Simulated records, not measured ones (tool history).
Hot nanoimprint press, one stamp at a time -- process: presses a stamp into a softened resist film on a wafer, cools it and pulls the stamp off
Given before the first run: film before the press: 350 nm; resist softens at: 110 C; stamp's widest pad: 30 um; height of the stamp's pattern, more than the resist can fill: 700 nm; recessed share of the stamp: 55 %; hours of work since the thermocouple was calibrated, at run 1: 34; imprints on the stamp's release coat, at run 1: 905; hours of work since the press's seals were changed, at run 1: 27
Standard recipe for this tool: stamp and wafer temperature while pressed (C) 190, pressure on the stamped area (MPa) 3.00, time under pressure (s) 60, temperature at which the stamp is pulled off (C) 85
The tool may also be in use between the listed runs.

run,hour,stamp and wafer temperature while pressed (C),pressure on the stamped area (MPa),time under pressure (s),temperature at which the stamp is pulled off (C),hours of work since the thermocouple was calibrated,imprints on the stamp's release coat,hours of work since the press's seals were changed,resist left under the stamp's widest pad (nm),greatest force while the stamp is pulled off (N)
1,0.0,190,3.00,60,85,34,905,27,183.1,157
2,5.4,190,3.00,60,85,38,925,31,182.9,159
3,14.0,190,3.00,60,85,44,955,38,184.0,155
4,18.2,190,3.00,60,85,48,970,41,184.9,163
5,23.1,190,3.00,60,85,51,988,45,183.1,155
6,27.1,190,3.00,60,83,54,1002,47,182.6,166
7,34.3,190,3.00,60,85,60,1028,53,184.8,161
8,42.7,190,3.00,60,85,66,1057,59,183.6,156
9,46.9,190,3.00,60,85,69,1072,62,184.8,153
10,53.8,190,3.00,60,85,74,1097,68,185.4,159
11,59.1,185,3.00,60,85,78,1116,71,224.0,165
12,64.0,185,3.00,60,85,82,1134,75,223.3,159
13,72.1,185,3.00,60,85,88,1162,81,224.0,161
14,78.5,185,3.00,60,85,93,1185,86,227.0,167
15,85.6,185,3.00,108,72,98,1211,91,184.6,184
16,91.2,185,4.20,87,75,102,1231,96,177.6,181
17,97.9,178,3.20,60,91,107,1255,101,275.0,155
18,105.7,178,3.20,60,91,113,1282,106,274.3,154
19,112.2,178,4.30,60,91,118,1305,111,258.3,158
20,115.9,196,3.50,60,81,121,1319,114,136.5,167
21,120.6,187,3.18,48,89,124,1335,118,218.8,159
22,128.8,187,3.18,48,89,130,1364,124,219.3,156
23,134.6,194,3.00,65,85,135,1385,128,153.5,159
24,141.5,183,3.55,65,85,140,1410,133,223.5,169
25,149.8,197,2.81,71,85,146,1439,140,135.0,168
26,157.6,180,3.00,60,85,152,1467,145,265.1,169

Below are 3 alternative next runs, each starting from the tool's condition after run 26. Predict each:
A,164.7,190,3.00,59,85,157,1492,151,?,?
B,164.7,190,3.00,52,85,157,1492,151,?,?
C,164.7,188,2.98,99,85,157,1492,151,?,?

run,resist left under the stamp's widest pad (nm),greatest force while the stamp is pulled off (N)
A,187.4,169
B,195.1,167
C,167.7,172
Take away the tool's hidden state, keep each run's random variation, and the runs would have read:
run,resist left under the stamp's widest pad (nm),greatest force while the stamp is pulled off (N)
A,183.8,137
B,191.4,135
C,164.2,139
